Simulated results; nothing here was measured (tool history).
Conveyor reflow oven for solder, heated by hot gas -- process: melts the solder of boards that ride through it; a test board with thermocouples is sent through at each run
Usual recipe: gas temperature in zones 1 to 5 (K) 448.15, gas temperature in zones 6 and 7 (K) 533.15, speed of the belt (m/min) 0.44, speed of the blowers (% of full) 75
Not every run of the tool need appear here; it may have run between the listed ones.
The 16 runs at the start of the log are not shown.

| run | hour | gas temperature in zones 1 to 5 (K) | gas temperature in zones 6 and 7 (K) | speed of the belt (m/min) | speed of the blowers (% of full) | hours of work since the flux was cleaned out | hours of work since the belt drive was overhauled | hours of work since the thermocouples were changed | highest temperature of the board (K) | time above the solder's melting point (s) |
|---|---|---|---|---|---|---|---|---|---|---|
|  | 157.5 | belt drive overhauled, speed set with a stopwatch, once more |
| 17 | 167.7 | 448.15 | 533.15 | 0.44 | 63 | 168 | 6 | 358 | 513.85 | 48.9 |
| 18 | 177.3 | 448.15 | 533.15 | 0.44 | 63 | 173 | 11 | 364 | 513.45 | 48.4 |
| 19 | 187.7 | 442.15 | 529.15 | 0.36 | 58 | 179 | 17 | 370 | 514.45 | 60.2 |
| 20 | 199.7 | 448.15 | 533.15 | 0.43 | 75 | 186 | 24 | 376 | 516.05 | 55.7 |
| 21 | 210.4 | 448.15 | 533.15 | 0.43 | 75 | 192 | 30 | 383 | 516.55 | 55.6 |
| 22 | 217.7 | 448.15 | 533.15 | 0.43 | 75 | 196 | 34 | 387 | 516.25 | 55.2 |
| 23 | 229.5 | 448.15 | 533.15 | 0.43 | 75 | 203 | 41 | 393 | 516.45 | 55.3 |
| 24 | 236.4 | 448.15 | 547.15 | 0.44 | 85 | 207 | 45 | 397 | 530.15 | 63.9 |
| 25 | 250 | 448.15 | 547.15 | 0.44 | 85 | 214 | 52 | 405 | 529.65 | 63.9 |
| 26 | 262.7 | 447.15 | 526.15 | 0.44 | 85 | 221 | 60 | 412 | 512.15 | 48.6 |
| 27 | 274.3 | 453.15 | 533.15 | 0.522 | 86 | 228 | 66 | 419 | 513.25 | 42.4 |
| 28 | 286.5 | 446.15 | 537.15 | 0.522 | 86 | 235 | 73 | 426 | 515.45 | 42.2 |
| 29 | 296 | 455.15 | 537.15 | 0.36 | 86 | 240 | 78 | 431 | 526.55 | 82.8 |
| 30 | 309.7 | 455.15 | 537.15 | 0.36 | 86 | 248 | 86 | 439 | 527.25 | 82.6 |
| 31 | 317.4 | 455.15 | 537.15 | 0.36 | 86 | 253 | 91 | 443 | 526.55 | 82.4 |
| 32 | 331.6 | 448.15 | 523.15 | 0.44 | 58 | 261 | 99 | 451 | 503.35 | 34.4 |

Here are 3 independent what-if runs from the current tool condition. What would each one return?
| A | 342.2 | 458.15 | 523.15 | 0.429 | 60 | 267 | 105 | 457 | ? | ? |
| B | 342.2 | 448.15 | 533.15 | 0.47 | 52 | 267 | 105 | 457 | ? | ? |
| C | 342.2 | 448.15 | 530.15 | 0.457 | 87 | 267 | 105 | 457 | ? | ? |

| run | highest temperature of the board (K) | time above the solder's melting point (s) |
|---|---|---|
| A | 507.45 | 46.9 |
| B | 507.15 | 35.9 |
| C | 513.55 | 49.1 |
Stripped of hidden state, with their random variation kept, the same runs would have yielded:
| run | highest temperature of the board (K) | time above the solder's melting point (s) |
|---|---|---|
| A | 509.35 | 50.2 |
| B | 509.15 | 39 |
| C | 515.75 | 51.8 |
